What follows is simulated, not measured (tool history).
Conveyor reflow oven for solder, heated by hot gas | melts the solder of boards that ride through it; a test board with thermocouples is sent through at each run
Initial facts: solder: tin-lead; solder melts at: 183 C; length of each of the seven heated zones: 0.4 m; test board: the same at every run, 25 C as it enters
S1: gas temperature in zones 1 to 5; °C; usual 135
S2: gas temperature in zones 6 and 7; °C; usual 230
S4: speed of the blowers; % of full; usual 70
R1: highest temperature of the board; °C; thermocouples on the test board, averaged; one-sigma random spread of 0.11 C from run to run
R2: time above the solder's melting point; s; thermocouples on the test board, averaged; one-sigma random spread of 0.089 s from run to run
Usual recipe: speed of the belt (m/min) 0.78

run 1 hour=0 | S1=135 S2=230 speed_of_the_belt_(m/min)=0.78 S4=70 | R1=216.5 R2=45.82
run 2 hour=32.3 | S1=135 S2=230 speed_of_the_belt_(m/min)=0.78 S4=70 | R1=216.3 R2=45.54
run 3 hour=67.9 | S1=135 S2=230 speed_of_the_belt_(m/min)=0.78 S4=70 | R1=216.1 R2=45.56
run 4 hour=95.8 | S1=135 S2=230 speed_of_the_belt_(m/min)=0.78 S4=70 | R1=216.1 R2=45.47
run 5 hour=127.1 | S1=135 S2=230 speed_of_the_belt_(m/min)=0.78 S4=70 | R1=216.1 R2=45.23
run 6 hour=162.9 | S1=135 S2=239 speed_of_the_belt_(m/min)=0.78 S4=70 | R1=223.8 R2=49.89
run 7 hour=196.5 | S1=135 S2=239 speed_of_the_belt_(m/min)=0.78 S4=70 | R1=223.8 R2=49.82
run 8 hour=228.8 | S1=135 S2=239 speed_of_the_belt_(m/min)=0.78 S4=70 | R1=223.9 R2=49.68
run 9 hour=264 | S1=135 S2=239 speed_of_the_belt_(m/min)=0.78 S4=70 | R1=223.6 R2=49.79
run 10 hour=303.4 | S1=135 S2=230 speed_of_the_belt_(m/min)=0.78 S4=70 | R1=215.2 R2=44.96
-- hour=337.3 flux residue cleaned out of gas plates and filters
run 11 hour=337.3 | S1=135 S2=230 speed_of_the_belt_(m/min)=0.78 S4=70 | R1=217.1 R2=46.21
run 12 hour=368.1 | S1=135 S2=230 speed_of_the_belt_(m/min)=0.78 S4=70 | R1=216.9 R2=46.18
run 13 hour=405.8 | S1=132 S2=230 speed_of_the_belt_(m/min)=0.78 S4=70 | R1=216.2 R2=44.95
run 14 hour=441.6 | S1=135 S2=230 speed_of_the_belt_(m/min)=0.776 S4=70 | R1=216.9 R2=46.37
run 15 hour=487.3 | S1=135 S2=230 speed_of_the_belt_(m/min)=0.776 S4=70 | R1=216.4 R2=46.2
run 16 hour=532 | S1=126 S2=229 speed_of_the_belt_(m/min)=0.809 S4=70 | R1=212.7 R2=39.26
run 17 hour=558.3 | S1=135 S2=230 speed_of_the_belt_(m/min)=0.809 S4=79 | R1=217.3 R2=44.79
run 18 hour=577.7 | S1=134 S2=234 speed_of_the_belt_(m/min)=0.699 S4=70 | R1=223 R2=55.57
run 19 hour=615.3 | S1=134 S2=234 speed_of_the_belt_(m/min)=0.699 S4=70 | R1=222.9 R2=55.43
run 20 hour=652.6 | S1=138 S2=230 speed_of_the_belt_(m/min)=0.74 S4=70 | R1=218 R2=50.59
-- hour=674.5 flux residue cleaned out of gas plates and filters
run 21 hour=700.1 | S1=138 S2=226 speed_of_the_belt_(m/min)=0.74 S4=55 | R1=211.7 R2=45.48
-- hour=712.3 thermocouples of zones 6 and 7 changed
-- hour=719.9 belt drive overhauled, speed set with a stopwatch
run 22 hour=726.7 | S1=135 S2=237 speed_of_the_belt_(m/min)=0.78 S4=68 | R1=221.1 R2=47.78
run 23 hour=745.8 | S1=135 S2=240 speed_of_the_belt_(m/min)=0.78 S4=52 | R1=218.2 R2=45.47
run 24 hour=778.1 | S1=135 S2=240 speed_of_the_belt_(m/min)=0.78 S4=52 | R1=218.3 R2=45.44
run 25 hour=798.3 | S1=135 S2=240 speed_of_the_belt_(m/min)=0.78 S4=52 | R1=218.2 R2=45.28
run 26 hour=821.3 | S1=135 S2=233 speed_of_the_belt_(m/min)=0.78 S4=70 | R1=217.7 R2=45.99
run 27 hour=844.7 | S1=142 S2=239 speed_of_the_belt_(m/min)=0.671 S4=53 | R1=224.1 R2=59.9
run 28 hour=874.3 | S1=145 S2=222 speed_of_the_belt_(m/min)=0.681 S4=53 | R1=209.2 R2=49.35
run 29 hour=905.5 | S1=145 S2=222 speed_of_the_belt_(m/min)=0.681 S4=53 | R1=209 R2=49.26
run 30 hour=924.5 | S1=145 S2=222 speed_of_the_belt_(m/min)=0.681 S4=53 | R1=209.1 R2=49.21

3 ways to go on from here, each from the tool as it stands after run 30. What would each give?
run A hour=945.9 | S1=143 S2=222 speed_of_the_belt_(m/min)=0.681 S4=53 | R1=? R2=?
run B hour=945.9 | S1=147 S2=222 speed_of_the_belt_(m/min)=0.677 S4=53 | R1=? R2=?
run C hour=945.9 | S1=150 S2=229 speed_of_the_belt_(m/min)=0.735 S4=70 | R1=? R2=?

run=A R1=208.7 R2=48.04
run=B R1=209.6 R2=51.15
run=C R1=217.9 R2=54.2
What these runs would have given with no unlogged condition in the tool:
run=A R1=209 R2=48.46
run=B R1=209.8 R2=51.5
run=C R1=218.3 R2=54.53
